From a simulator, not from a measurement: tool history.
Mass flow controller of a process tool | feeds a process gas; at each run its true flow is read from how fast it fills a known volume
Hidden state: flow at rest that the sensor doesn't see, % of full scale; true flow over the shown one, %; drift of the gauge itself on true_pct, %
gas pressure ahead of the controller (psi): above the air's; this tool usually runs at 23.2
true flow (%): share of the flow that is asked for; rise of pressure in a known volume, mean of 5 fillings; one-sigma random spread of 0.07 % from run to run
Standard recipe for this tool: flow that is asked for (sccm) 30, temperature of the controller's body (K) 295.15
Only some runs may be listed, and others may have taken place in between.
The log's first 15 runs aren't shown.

run	hour	flow that is asked for (sccm)	gas pressure ahead of the controller (psi)	temperature of the controller's body (K)	hours of work since the controller was set to zero	hours of work since the controller was changed	true flow (%)
16	1591.4	19	23.4	310.15	1436	1436	97.58
17	1670.5	13	37.3	295.15	1491	1491	99.58
18	1743.3	11	23.2	303.15	1541	1541	97.89
19	1893.4	30	23.2	310.15	1645	1645	97.73
20	2012.1	13	23.2	299.15	1727	1727	98.49
21	2098.2	13	23.2	299.15	1787	1787	98.46
22	2234.5	15	33.9	299.15	1882	1882	98.93
23	2358.3	14	38.4	299.15	1967	1967	99.22
24	2496.8	87	31.2	309.15	2063	2063	98.78

Run 25 is up next; what results do you expect?
25	2620.2	30	23.2	304.15	2149	2149	?

For run 25 the tool returned true flow (%) 98.27.
The same run, on a tool lacking any hidden state, would have yielded true flow (%) 98.28.
